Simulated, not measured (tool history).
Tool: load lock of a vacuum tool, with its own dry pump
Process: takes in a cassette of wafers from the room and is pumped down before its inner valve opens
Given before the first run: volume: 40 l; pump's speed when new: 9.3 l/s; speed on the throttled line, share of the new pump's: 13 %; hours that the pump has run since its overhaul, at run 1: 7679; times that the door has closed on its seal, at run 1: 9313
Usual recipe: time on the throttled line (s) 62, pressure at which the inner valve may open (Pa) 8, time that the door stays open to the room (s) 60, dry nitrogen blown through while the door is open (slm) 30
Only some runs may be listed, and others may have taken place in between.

| run | day | time on the throttled line (s) | pressure at which the inner valve may open (Pa) | time that the door stays open to the room (s) | dry nitrogen blown through while the door is open (slm) | hours that the pump has run since its overhaul | times that the door has closed on its seal | incoming humidity of the room's air, % | time from the closed door until the inner valve may open (s) | rise of the pressure with all valves shut (Pa/min) |
|---|---|---|---|---|---|---|---|---|---|---|
| 1 | 0.000 | 62 | 8 | 60 | 30 | 7679 | 9313 | 46.2 | 98.2 | 0.088 |
| 2 | 16.879 | 62 | 8 | 60 | 30 | 8084 | 11135 | 46.3 | 97.6 | 0.112 |
| 3 | 30.233 | 62 | 8 | 60 | 30 | 8404 | 12577 | 46.0 | 97.3 | 0.132 |
| 4 | 39.696 | 62 | 10 | 60 | 30 | 8632 | 13598 | 44.2 | 96.6 | 0.133 |
| 5 | 53.354 | 62 | 9 | 60 | 30 | 8959 | 15073 | 44.6 | 98.4 | 0.162 |
| 6 | 61.521 | 62 | 7 | 60 | 30 | 9155 | 15954 | 46.5 | 98.7 | 0.178 |
| 7 | 73.108 | 62 | 8 | 190 | 30 | 9434 | 17205 | 45.2 | 98.1 | 0.202 |
| 8 | 91.338 | 62 | 8 | 190 | 30 | 9871 | 19173 | 46.3 | 99.9 | 0.235 |
| 9 | 100.217 | 62 | 8 | 60 | 30 | 10084 | 20132 | 43.7 | 97.7 | 0.253 |
| 10 | 116.775 | 62 | 8 | 60 | 30 | 10481 | 21919 | 47.6 | 98.1 | 0.291 |
| 11 | 131.621 | 62 | 8 | 60 | 30 | 10838 | 23522 | 43.1 | 98.9 | 0.309 |
| 12 | 142.108 | 62 | 8 | 60 | 30 | 11089 | 24654 | 45.2 | 98.9 | 0.326 |
|  | 142.979 | door's seal changed, seat wiped |
| 13 | 157.200 | 62 | 8 | 60 | 30 | 11450 | 1535 | 46.0 | 99.9 | 0.017 |
| 14 | 169.512 | 62 | 8 | 60 | 30 | 11746 | 2864 | 47.9 | 99.2 | 0.035 |
| 15 | 184.925 | 62 | 8 | 60 | 30 | 12116 | 4528 | 45.3 | 98.2 | 0.037 |
| 16 | 202.825 | 62 | 8 | 60 | 30 | 12545 | 6460 | 44.9 | 100.2 | 0.054 |
| 17 | 221.096 | 62 | 8 | 60 | 30 | 12984 | 8433 | 43.1 | 99.5 | 0.067 |
| 18 | 230.667 | 62 | 8 | 60 | 30 | 13213 | 9466 | 44.3 | 99.3 | 0.079 |
| 19 | 239.354 | 68 | 8 | 60 | 30 | 13422 | 10404 | 43.1 | 104.6 | 0.092 |
| 20 | 254.417 | 36 | 8 | 60 | 10 | 13783 | 12030 | 45.3 | 78.5 | 0.124 |
| 21 | 262.821 | 50 | 8 | 35 | 30 | 13985 | 12937 | 46.1 | 89.5 | 0.127 |
| 22 | 273.446 | 50 | 6 | 91 | 30 | 14240 | 14084 | 41.9 | 91.1 | 0.145 |
| 23 | 291.467 | 62 | 13 | 100 | 9 | 14673 | 16030 | 43.4 | 97.6 | 0.188 |
| 24 | 308.521 | 62 | 13 | 100 | 9 | 15082 | 17871 | 44.1 | 99.2 | 0.224 |
| 25 | 324.304 | 60 | 8 | 147 | 7 | 15461 | 19574 | 46.2 | 99.0 | 0.260 |
| 26 | 342.021 | 60 | 8 | 147 | 7 | 15886 | 21487 | 43.2 | 99.2 | 0.287 |
| 27 | 352.542 | 62 | 8 | 60 | 16 | 16138 | 22623 | 47.5 | 101.3 | 0.300 |
| 28 | 364.425 | 104 | 8 | 86 | 30 | 16424 | 23906 | 43.7 | 135.1 | 0.326 |
|  | 372.212 | door's seal changed, seat wiped |
| 29 | 381.358 | 62 | 8 | 70 | 30 | 16828 | 988 | 45.0 | 101.9 | 0.019 |
| 30 | 401.092 | 62 | 8 | 70 | 30 | 17302 | 3118 | 44.0 | 100.8 | 0.032 |
| 31 | 414.450 | 53 | 8 | 91 | 30 | 17623 | 4560 | 45.8 | 94.6 | 0.045 |
| 32 | 432.700 | 53 | 8 | 58 | 30 | 18061 | 6530 | 46.7 | 93.5 | 0.061 |
| 33 | 443.454 | 36 | 8 | 200 | 12 | 18319 | 7692 | 45.4 | 79.3 | 0.087 |
| 34 | 459.129 | 36 | 8 | 200 | 12 | 18695 | 9383 | 48.1 | 81.1 | 0.117 |
| 35 | 468.454 | 36 | 8 | 45 | 12 | 18919 | 10390 | 46.9 | 79.7 | 0.104 |
| 36 | 479.358 | 62 | 8 | 209 | 30 | 19181 | 11567 | 42.8 | 102.4 | 0.116 |
| 37 | 497.792 | 121 | 8 | 37 | 12 | 19623 | 13557 | 43.8 | 151.0 | 0.145 |
| 38 | 514.654 | 121 | 8 | 37 | 12 | 20028 | 15378 | 44.2 | 150.4 | 0.175 |

For some of the steps in time from the closed door until the inner valve may open (s) from one run to the next: how much would appear even if the tool had no hidden state, given the settings, what came in and random variation, and how much remains for the hidden state plus any gauge scatter that the measured result and the result without hidden state don't share?
Hidden state present: pump's speed, % of a new pump's; leak at the door's seal, Pa l/s; drift of the gauge itself on ready_s, %; drift of the gauge itself on rise_pa_min, %.
Run 27 -> 28: time on the throttled line (s) 62 -> 104, time that the door stays open to the room (s) 60 -> 86, dry nitrogen blown through while the door is open (slm) 16 -> 30. time from the closed door until the inner valve may open (s) +33.8: hidden state -1.2, all else +35.0.
Run 28 -> 29: time on the throttled line (s) 104 -> 62, time that the door stays open to the room (s) 86 -> 70, door's seal changed, seat wiped. time from the closed door until the inner valve may open (s) -33.2: hidden state +1.5, all else -34.7.
Run 36 -> 37: time on the throttled line (s) 62 -> 121, time that the door stays open to the room (s) 209 -> 37, dry nitrogen blown through while the door is open (slm) 30 -> 12. time from the closed door until the inner valve may open (s) +48.6: hidden state -1.8, all else +50.4.

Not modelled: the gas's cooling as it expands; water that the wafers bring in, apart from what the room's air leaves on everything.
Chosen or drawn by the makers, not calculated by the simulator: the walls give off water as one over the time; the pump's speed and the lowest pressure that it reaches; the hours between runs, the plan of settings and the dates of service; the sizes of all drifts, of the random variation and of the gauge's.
